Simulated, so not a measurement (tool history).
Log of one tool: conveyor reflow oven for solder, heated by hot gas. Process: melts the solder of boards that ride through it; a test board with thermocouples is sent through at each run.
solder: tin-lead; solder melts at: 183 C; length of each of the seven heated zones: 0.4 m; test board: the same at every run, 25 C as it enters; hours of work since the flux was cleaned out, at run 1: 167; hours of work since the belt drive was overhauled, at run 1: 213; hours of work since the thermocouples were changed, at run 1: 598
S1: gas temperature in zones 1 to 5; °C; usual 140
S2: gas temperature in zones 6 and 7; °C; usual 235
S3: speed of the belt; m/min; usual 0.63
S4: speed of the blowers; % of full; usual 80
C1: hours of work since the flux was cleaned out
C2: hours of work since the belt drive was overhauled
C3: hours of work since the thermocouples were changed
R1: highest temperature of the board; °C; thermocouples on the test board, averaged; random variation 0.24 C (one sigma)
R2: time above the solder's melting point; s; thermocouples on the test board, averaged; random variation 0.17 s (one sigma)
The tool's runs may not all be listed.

run 1 hour=0 | S1=140 S2=235 S3=0.63 S4=80 | C1=167 C2=213 C3=598 | R1=220 R2=60.4
-- hour=42.8 flux residue cleaned out of gas plates and filters
run 2 hour=46.2 | S1=140 S2=235 S3=0.63 S4=80 | C1=2 C2=233 C3=619 | R1=219.7 R2=60.1
run 3 hour=80 | S1=145 S2=235 S3=0.63 S4=80 | C1=19 C2=250 C3=636 | R1=220.4 R2=62.2
run 4 hour=116.2 | S1=145 S2=235 S3=0.63 S4=80 | C1=37 C2=269 C3=655 | R1=220.2 R2=62.2
run 5 hour=165.8 | S1=140 S2=235 S3=0.63 S4=80 | C1=62 C2=294 C3=680 | R1=219.4 R2=59.8
run 6 hour=212.3 | S1=140 S2=235 S3=0.63 S4=80 | C1=86 C2=317 C3=703 | R1=219 R2=59.5
run 7 hour=260.1 | S1=140 S2=235 S3=0.63 S4=80 | C1=110 C2=342 C3=727 | R1=218.7 R2=59.6
run 8 hour=290.2 | S1=134 S2=235 S3=0.63 S4=80 | C1=125 C2=357 C3=743 | R1=217.4 R2=56.7
-- hour=318.2 flux residue cleaned out of gas plates and filters, once more
run 9 hour=347.7 | S1=134 S2=235 S3=0.63 S4=80 | C1=15 C2=383 C3=769 | R1=219.7 R2=58.3
-- hour=354.8 thermocouples of zones 6 and 7 changed
run 10 hour=405.4 | S1=134 S2=235 S3=0.63 S4=80 | C1=43 C2=411 C3=26 | R1=220.1 R2=58.9
run 11 hour=474.2 | S1=140 S2=235 S3=0.63 S4=69 | C1=78 C2=446 C3=60 | R1=219.3 R2=59.5
run 12 hour=531 | S1=140 S2=235 S3=0.63 S4=69 | C1=107 C2=475 C3=89 | R1=218.8 R2=59.6
run 13 hour=580.9 | S1=140 S2=235 S3=0.63 S4=69 | C1=132 C2=500 C3=114 | R1=219.3 R2=59.6
run 14 hour=636.6 | S1=140 S2=235 S3=0.63 S4=69 | C1=160 C2=528 C3=143 | R1=218.4 R2=59.1
-- hour=687.5 flux residue cleaned out of gas plates and filters
run 15 hour=699.3 | S1=140 S2=235 S3=0.63 S4=66 | C1=6 C2=558 C3=172 | R1=218.7 R2=59.3
run 16 hour=745.7 | S1=140 S2=235 S3=0.63 S4=66 | C1=29 C2=581 C3=195 | R1=218.4 R2=59.1
run 17 hour=782 | S1=143 S2=235 S3=0.598 S4=80 | C1=48 C2=599 C3=213 | R1=222.9 R2=67
run 18 hour=833.4 | S1=131 S2=224 S3=0.726 S4=80 | C1=74 C2=625 C3=239 | R1=206 R2=37.7
run 19 hour=898.6 | S1=131 S2=224 S3=0.726 S4=80 | C1=107 C2=658 C3=272 | R1=205.2 R2=37.7
run 20 hour=950.6 | S1=127 S2=234 S3=0.726 S4=80 | C1=133 C2=685 C3=299 | R1=213.5 R2=43.1
run 21 hour=1001.9 | S1=142 S2=238 S3=0.523 S4=52 | C1=159 C2=711 C3=325 | R1=223.6 R2=76.9
run 22 hour=1048.6 | S1=142 S2=242 S3=0.606 S4=52 | C1=183 C2=734 C3=348 | R1=222.4 R2=64.8
-- hour=1058.2 flux residue cleaned out of gas plates and filters
run 23 hour=1121.1 | S1=143 S2=242 S3=0.606 S4=86 | C1=32 C2=768 C3=382 | R1=229.7 R2=70.4
run 24 hour=1187 | S1=149 S2=238 S3=0.63 S4=80 | C1=65 C2=802 C3=416 | R1=224.4 R2=67.1
run 25 hour=1227.1 | S1=149 S2=238 S3=0.63 S4=80 | C1=85 C2=822 C3=436 | R1=224.7 R2=66.7

Run 26 comes next. What will it give?
run 26 hour=1270.8 | S1=135 S2=235 S3=0.571 S4=80 | C1=108 C2=844 C3=458 | R1=? R2=?

{"run 26": {"R1": 222.2, "R2": 67.6}}
Without the tool's hidden state the same run would have given R1 223.9 °C, R2 68.3 s.

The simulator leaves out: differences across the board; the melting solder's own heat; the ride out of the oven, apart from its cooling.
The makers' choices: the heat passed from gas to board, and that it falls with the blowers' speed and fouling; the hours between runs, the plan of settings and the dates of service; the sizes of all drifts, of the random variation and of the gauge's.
